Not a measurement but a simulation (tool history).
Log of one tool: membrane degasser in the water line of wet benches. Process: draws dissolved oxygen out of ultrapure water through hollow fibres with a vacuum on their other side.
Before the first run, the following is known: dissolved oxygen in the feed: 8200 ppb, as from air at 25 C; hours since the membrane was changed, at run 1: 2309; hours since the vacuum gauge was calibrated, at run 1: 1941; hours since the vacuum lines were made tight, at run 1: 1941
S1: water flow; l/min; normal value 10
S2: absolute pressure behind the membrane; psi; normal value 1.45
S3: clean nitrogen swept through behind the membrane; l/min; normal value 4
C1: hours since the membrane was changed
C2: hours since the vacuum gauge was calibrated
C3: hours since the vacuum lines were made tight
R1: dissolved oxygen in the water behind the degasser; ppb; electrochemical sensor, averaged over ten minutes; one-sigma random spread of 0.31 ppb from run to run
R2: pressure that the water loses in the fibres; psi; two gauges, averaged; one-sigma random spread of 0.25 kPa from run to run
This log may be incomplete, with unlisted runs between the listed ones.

run    hour  S1    S2    S3    C1    C2    C3     R1      R2
  1       0  10  1.45     4  2309  1941  1941   45.3   9.738
  2    96.8  10  1.45     4  2405  2038  2038   45.4    9.79
  3   230.5  10  1.45     4  2539  2172  2172   45.1   9.781
  4   365.6  10  1.45     4  2674  2307  2307   45.9   9.857
  5   517.3  10  1.29     4  2826  2458  2458   38.7   9.749
  6   621.8  10  1.29     4  2930  2563  2563   39.8   9.815
  7   709.7  10  1.29     4  3018  2651  2651   39.4   9.793
  8   855.5  10  1.29     4  3164  2796  2796   39.4   9.791
  9  1006.9  10  1.29  5.05  3315  2948  2948   31.5   9.834
 10  1128.3  10  1.29  5.05  3437  3069  3069   31.5   9.879
 11    1221  10  1.29  5.05  3530  3162  3162   31.7   9.823
 12  1340.3  10  1.45  5.18  3649  3281  3281   36.5   9.838
 13  1416.3  10  0.93  5.18  3725  3357  3357   19.5   9.861
 14  1541.9  10  0.94  3.38  3850  3483  3483   28.5   9.905
 15  1620.6  10  0.94  3.38  3929  3562  3562   28.6   9.897
 16  1748.3  10  0.94  3.38  4057  3689  3689   28.5   9.886
     1761.9  -- vacuum gauge calibrated
 17    1868  10  0.94  3.38  4176   106  3809   29.2   9.921
 18    1948   7  2.51  2.38  4256   186  3888  105.5   6.892
 19  2081.5   7  1.71     4  4390   320  4022   39.3   6.921
 20  2153.3   7  1.71     4  4461   391  4094   39.7   6.885
 21  2250.5  14  1.22  6.18  4558   489  4191   50.4  13.883
     2372.5  -- vacuum gauge calibrated, once more
 22  2372.5  10  1.45   4.8  4680     0  4313   38.7   9.939
 23  2540.6  10  2.51     4  4848   168  4481   90.4   9.823

What if the next run were any one of these 5? Each begins from the tool's condition after run 23:
  A  2623.2  10  2.51  8.46  4931  251  4563   ?   ?
  B  2623.2   7  3.48  6.21  4931  251  4563   ?   ?
  C  2623.2  10  2.51  2.75  4931  251  4563   ?   ?
  D  2623.2   9  1.45  2.18  4931  251  4563   ?   ?
  E  2623.2  11  2.32     4  4931  251  4563   ?   ?

run     R1      R2
  A   45.2   9.925
  B   60.2   6.923
  C  130.6    9.87
  D     71   8.982
  E   93.1  10.917
What these runs would have given with no unlogged condition in the tool:
run     R1      R2
  A     44   9.638
  B     59   6.721
  C  128.4   9.583
  D   69.8   8.721
  E   91.1  10.601
